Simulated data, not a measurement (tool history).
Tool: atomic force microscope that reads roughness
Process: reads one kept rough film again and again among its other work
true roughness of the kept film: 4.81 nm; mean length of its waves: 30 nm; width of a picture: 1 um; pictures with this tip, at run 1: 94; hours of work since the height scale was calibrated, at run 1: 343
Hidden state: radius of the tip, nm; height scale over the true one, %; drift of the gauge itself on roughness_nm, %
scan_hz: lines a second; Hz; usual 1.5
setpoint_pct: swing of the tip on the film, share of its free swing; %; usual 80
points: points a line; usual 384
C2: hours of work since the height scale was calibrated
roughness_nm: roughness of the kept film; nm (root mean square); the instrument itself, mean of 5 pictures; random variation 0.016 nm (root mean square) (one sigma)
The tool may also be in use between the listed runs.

run 1 hour=0 | scan_hz=1.5 setpoint_pct=80 points=384 | pictures_with_this_tip=94 C2=343 | roughness_nm=2.476
-- hour=20.5 new tip fitted
run 2 hour=35.3 | scan_hz=1.5 setpoint_pct=80 points=384 | pictures_with_this_tip=18 C2=358 | roughness_nm=3.359
run 3 hour=50.2 | scan_hz=1.95 setpoint_pct=80 points=384 | pictures_with_this_tip=37 C2=364 | roughness_nm=3.023
run 4 hour=82 | scan_hz=1.5 setpoint_pct=80 points=384 | pictures_with_this_tip=78 C2=377 | roughness_nm=2.616
run 5 hour=109.5 | scan_hz=1.5 setpoint_pct=80 points=384 | pictures_with_this_tip=113 C2=388 | roughness_nm=2.312
-- hour=115.8 new tip fitted
run 6 hour=138.9 | scan_hz=1.5 setpoint_pct=80 points=384 | pictures_with_this_tip=30 C2=400 | roughness_nm=3.183
run 7 hour=166.6 | scan_hz=1.5 setpoint_pct=80 points=384 | pictures_with_this_tip=65 C2=412 | roughness_nm=2.753
run 8 hour=189.6 | scan_hz=1.5 setpoint_pct=80 points=384 | pictures_with_this_tip=94 C2=422 | roughness_nm=2.476
run 9 hour=204.6 | scan_hz=1.5 setpoint_pct=80 points=364 | pictures_with_this_tip=113 C2=428 | roughness_nm=2.317
-- hour=211.6 new tip fitted
run 10 hour=224.4 | scan_hz=1.5 setpoint_pct=80 points=364 | pictures_with_this_tip=16 C2=436 | roughness_nm=3.433
run 11 hour=245.2 | scan_hz=1.5 setpoint_pct=80 points=364 | pictures_with_this_tip=42 C2=444 | roughness_nm=3.069
run 12 hour=261.6 | scan_hz=1.5 setpoint_pct=80 points=364 | pictures_with_this_tip=63 C2=451 | roughness_nm=2.81
run 13 hour=284.8 | scan_hz=1.5 setpoint_pct=80 points=364 | pictures_with_this_tip=93 C2=461 | roughness_nm=2.54
-- hour=306.6 new tip fitted
run 14 hour=309.7 | scan_hz=1.5 setpoint_pct=80 points=364 | pictures_with_this_tip=4 C2=471 | roughness_nm=3.651
run 15 hour=325.5 | scan_hz=1.5 setpoint_pct=80 points=364 | pictures_with_this_tip=24 C2=478 | roughness_nm=3.298
run 16 hour=355.9 | scan_hz=1.5 setpoint_pct=80 points=458 | pictures_with_this_tip=63 C2=490 | roughness_nm=2.797
run 17 hour=376 | scan_hz=1.5 setpoint_pct=80 points=458 | pictures_with_this_tip=88 C2=499 | roughness_nm=2.57
-- hour=403.1 new tip fitted
run 18 hour=404.4 | scan_hz=1.5 setpoint_pct=80 points=458 | pictures_with_this_tip=2 C2=510 | roughness_nm=3.678
run 19 hour=434.1 | scan_hz=1.5 setpoint_pct=80 points=542 | pictures_with_this_tip=39 C2=523 | roughness_nm=3.117
run 20 hour=452.1 | scan_hz=1.5 setpoint_pct=80 points=542 | pictures_with_this_tip=62 C2=530 | roughness_nm=2.865
run 21 hour=476.7 | scan_hz=1.5 setpoint_pct=80 points=542 | pictures_with_this_tip=94 C2=540 | roughness_nm=2.567
-- hour=499 new tip fitted
run 22 hour=506.7 | scan_hz=1.5 setpoint_pct=80 points=542 | pictures_with_this_tip=10 C2=553 | roughness_nm=3.554
run 23 hour=540.6 | scan_hz=1.5 setpoint_pct=80 points=384 | pictures_with_this_tip=53 C2=567 | roughness_nm=2.938
run 24 hour=566.9 | scan_hz=1.5 setpoint_pct=80 points=261 | pictures_with_this_tip=87 C2=578 | roughness_nm=2.541
run 25 hour=585.8 | scan_hz=0.84 setpoint_pct=58 points=384 | pictures_with_this_tip=111 C2=585 | roughness_nm=2.445
-- hour=596 new tip fitted
run 26 hour=618.8 | scan_hz=1.33 setpoint_pct=64 points=384 | pictures_with_this_tip=29 C2=599 | roughness_nm=3.322
run 27 hour=651.8 | scan_hz=1.33 setpoint_pct=64 points=384 | pictures_with_this_tip=71 C2=613 | roughness_nm=2.785
run 28 hour=682.3 | scan_hz=3.19 setpoint_pct=63 points=794 | pictures_with_this_tip=110 C2=625 | roughness_nm=2.401
-- hour=692.7 new tip fitted
run 29 hour=706.7 | scan_hz=1.75 setpoint_pct=88 points=831 | pictures_with_this_tip=17 C2=635 | roughness_nm=3.331
run 30 hour=722.4 | scan_hz=0.51 setpoint_pct=80 points=384 | pictures_with_this_tip=37 C2=642 | roughness_nm=3.228
run 31 hour=754 | scan_hz=1.25 setpoint_pct=88 points=511 | pictures_with_this_tip=78 C2=655 | roughness_nm=2.659
run 32 hour=769.6 | scan_hz=1.55 setpoint_pct=74 points=270 | pictures_with_this_tip=98 C2=662 | roughness_nm=2.478
-- hour=788.1 new tip fitted
run 33 hour=804.9 | scan_hz=0.75 setpoint_pct=56 points=384 | pictures_with_this_tip=22 C2=676 | roughness_nm=3.501
run 34 hour=832.6 | scan_hz=3.42 setpoint_pct=65 points=546 | pictures_with_this_tip=57 C2=688 | roughness_nm=2.909
run 35 hour=850 | scan_hz=0.79 setpoint_pct=65 points=546 | pictures_with_this_tip=79 C2=695 | roughness_nm=2.764
run 36 hour=871.4 | scan_hz=0.79 setpoint_pct=65 points=546 | pictures_with_this_tip=106 C2=704 | roughness_nm=2.486
-- hour=884.8 new tip fitted
run 37 hour=891.2 | scan_hz=1.5 setpoint_pct=61 points=283 | pictures_with_this_tip=8 C2=712 | roughness_nm=3.684
run 38 hour=906.3 | scan_hz=1.5 setpoint_pct=87 points=384 | pictures_with_this_tip=27 C2=718 | roughness_nm=3.179
run 39 hour=930 | scan_hz=3.08 setpoint_pct=75 points=384 | pictures_with_this_tip=57 C2=728 | roughness_nm=2.793
run 40 hour=961.5 | scan_hz=0.67 setpoint_pct=55 points=936 | pictures_with_this_tip=97 C2=741 | roughness_nm=2.59
run 41 hour=978.1 | scan_hz=1.5 setpoint_pct=79 points=981 | pictures_with_this_tip=119 C2=748 | roughness_nm=2.329
-- hour=981.3 new tip fitted
run 42 hour=1001.8 | scan_hz=0.76 setpoint_pct=80 points=310 | pictures_with_this_tip=26 C2=758 | roughness_nm=3.306
run 43 hour=1022.2 | scan_hz=1.68 setpoint_pct=85 points=310 | pictures_with_this_tip=52 C2=766 | roughness_nm=2.832
run 44 hour=1037.2 | scan_hz=0.74 setpoint_pct=62 points=384 | pictures_with_this_tip=71 C2=772 | roughness_nm=2.797
run 45 hour=1066.9 | scan_hz=1.21 setpoint_pct=81 points=384 | pictures_with_this_tip=109 C2=785 | roughness_nm=2.365

How the hidden state differs across the entries between the runs, from the last listed run before each to the first after it:
Between runs 1 and 2: new tip fitted (hour 20.5)
  radius of the tip, nm: 39.2 -> 16.6; height scale over the true one, %: -0.36 -> -0.38
  measured less the result without the state, roughness_nm: -1.274 -> -0.402 nm (root mean square)
Between runs 5 and 6: new tip fitted (hour 115.8)
  radius of the tip, nm: 45.5 -> 19.9; height scale over the true one, %: -0.41 -> -0.42
  measured less the result without the state, roughness_nm: -1.45 -> -0.567 nm (root mean square)
Between runs 9 and 10: new tip fitted (hour 211.6)
  radius of the tip, nm: 45.1 -> 14.8; height scale over the true one, %: -0.45 -> -0.46
  measured less the result without the state, roughness_nm: -1.437 -> -0.306 nm (root mean square)
Between runs 13 and 14: new tip fitted (hour 306.6)
  radius of the tip, nm: 37.6 -> 11.6; height scale over the true one, %: -0.49 -> -0.5
  measured less the result without the state, roughness_nm: -1.237 -> -0.117 nm (root mean square)
Between runs 17 and 18: new tip fitted (hour 403.1)
  radius of the tip, nm: 36.8 -> 10.8; height scale over the true one, %: -0.53 -> -0.54
  measured less the result without the state, roughness_nm: -1.219 -> -0.073 nm (root mean square)
Between runs 21 and 22: new tip fitted (hour 499)
  radius of the tip, nm: 37 -> 13.2; height scale over the true one, %: -0.57 -> -0.59
  measured less the result without the state, roughness_nm: -1.234 -> -0.219 nm (root mean square)
Between runs 25 and 26: new tip fitted (hour 596)
  radius of the tip, nm: 43.7 -> 18.9; height scale over the true one, %: -0.62 -> -0.64
  measured less the result without the state, roughness_nm: -1.461 -> -0.542 nm (root mean square)
Between runs 28 and 29: new tip fitted (hour 692.7)
  radius of the tip, nm: 44.1 -> 15.2; height scale over the true one, %: -0.66 -> -0.68
  measured less the result without the state, roughness_nm: -1.446 -> -0.327 nm (root mean square)
Between runs 32 and 33: new tip fitted (hour 788.1)
  radius of the tip, nm: 39 -> 16.5; height scale over the true one, %: -0.71 -> -0.72
  measured less the result without the state, roughness_nm: -1.278 -> -0.427 nm (root mean square)
Between runs 36 and 37: new tip fitted (hour 884.8)
  radius of the tip, nm: 41.7 -> 12.5; height scale over the true one, %: -0.75 -> -0.76
  measured less the result without the state, roughness_nm: -1.408 -> -0.187 nm (root mean square)
Between runs 41 and 42: new tip fitted (hour 981.3)
  radius of the tip, nm: 46 -> 18.3; height scale over the true one, %: -0.8 -> -0.81
  measured less the result without the state, roughness_nm: -1.486 -> -0.507 nm (root mean square)
